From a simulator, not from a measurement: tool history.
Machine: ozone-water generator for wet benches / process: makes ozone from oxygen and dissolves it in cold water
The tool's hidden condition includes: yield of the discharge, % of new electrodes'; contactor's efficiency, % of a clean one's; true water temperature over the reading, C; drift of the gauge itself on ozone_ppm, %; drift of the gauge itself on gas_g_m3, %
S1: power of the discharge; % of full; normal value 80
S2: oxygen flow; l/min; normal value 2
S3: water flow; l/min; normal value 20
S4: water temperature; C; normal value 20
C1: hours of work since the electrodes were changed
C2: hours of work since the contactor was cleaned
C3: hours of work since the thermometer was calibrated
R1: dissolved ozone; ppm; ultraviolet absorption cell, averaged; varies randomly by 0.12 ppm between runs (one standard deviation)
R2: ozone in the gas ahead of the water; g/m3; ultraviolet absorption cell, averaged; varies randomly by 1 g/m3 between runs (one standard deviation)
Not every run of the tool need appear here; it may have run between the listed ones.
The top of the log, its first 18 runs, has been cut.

| run | hour | S1 | S2 | S3 | S4 | C1 | C2 | C3 | R1 | R2 |
|---|---|---|---|---|---|---|---|---|---|---|
| 19 | 849.7 | 80 | 1.25 | 14 | 20 | 2256 | 4583 | 5615 | 11.8 | 213.6 |
| 20 | 899.9 | 80 | 1.9 | 20 | 13 | 2292 | 4619 | 5651 | 9.9 | 180.8 |
| 21 | 937.3 | 80 | 1.9 | 18 | 15 | 2319 | 4646 | 5678 | 11.3 | 181.1 |
| 22 | 975.9 | 80 | 1.9 | 18 | 23 | 2347 | 4674 | 5705 | 10.3 | 180.4 |
| 23 | 1023.5 | 80 | 3.1 | 18 | 21 | 2381 | 4708 | 5739 | 12.1 | 149.2 |
| 24 | 1064.8 | 80 | 2 | 20 | 14 | 2410 | 4737 | 5769 | 10.4 | 179.3 |
| 25 | 1111.1 | 80 | 2 | 20 | 14 | 2444 | 4771 | 5802 | 10.4 | 178 |
|  | 1123.6 | water thermometer calibrated |
| 26 | 1168.5 | 80 | 2 | 20 | 14 | 2484 | 4811 | 32 | 10.2 | 178.3 |
| 27 | 1233.1 | 80 | 2 | 20 | 14 | 2531 | 4858 | 78 | 10.4 | 179.5 |
|  | 1249.7 | gauge calibrated |
| 28 | 1279.5 | 80 | 2.8 | 18 | 20 | 2564 | 4891 | 112 | 11.8 | 152.1 |
| 29 | 1324.9 | 63 | 1.79 | 14 | 12 | 2596 | 4923 | 144 | 12 | 153.1 |
| 30 | 1386.8 | 63 | 1.79 | 14 | 12 | 2641 | 4968 | 189 | 12 | 149.8 |
| 31 | 1452.8 | 41 | 2.45 | 32 | 16 | 2688 | 5015 | 236 | 4.2 | 100.3 |
| 32 | 1488 | 80 | 1.53 | 20 | 20 | 2713 | 5040 | 261 | 8.7 | 196.2 |
| 33 | 1538.5 | 80 | 1.21 | 19 | 12 | 2750 | 5076 | 297 | 8.9 | 214.9 |
| 34 | 1581.6 | 80 | 2 | 20 | 12 | 2780 | 5107 | 328 | 10.2 | 175.5 |

Here are 3 independent what-if runs from the current tool condition. What would each one return?
| A | 1644.2 | 80 | 1.16 | 20 | 20 | 2825 | 5152 | 373 | ? | ? |
| B | 1644.2 | 80 | 2 | 20 | 27 | 2825 | 5152 | 373 | ? | ? |
| C | 1644.2 | 62 | 2.28 | 20 | 16 | 2825 | 5152 | 373 | ? | ? |

| run | R1 | R2 |
|---|---|---|
| A | 7.9 | 218.3 |
| B | 9.2 | 175.8 |
| C | 8.7 | 138.5 |
With no hidden state in the tool, these same runs would have given:
| run | R1 | R2 |
|---|---|---|
| A | 7.9 | 216.7 |
| B | 9.2 | 174.4 |
| C | 8.8 | 137.4 |
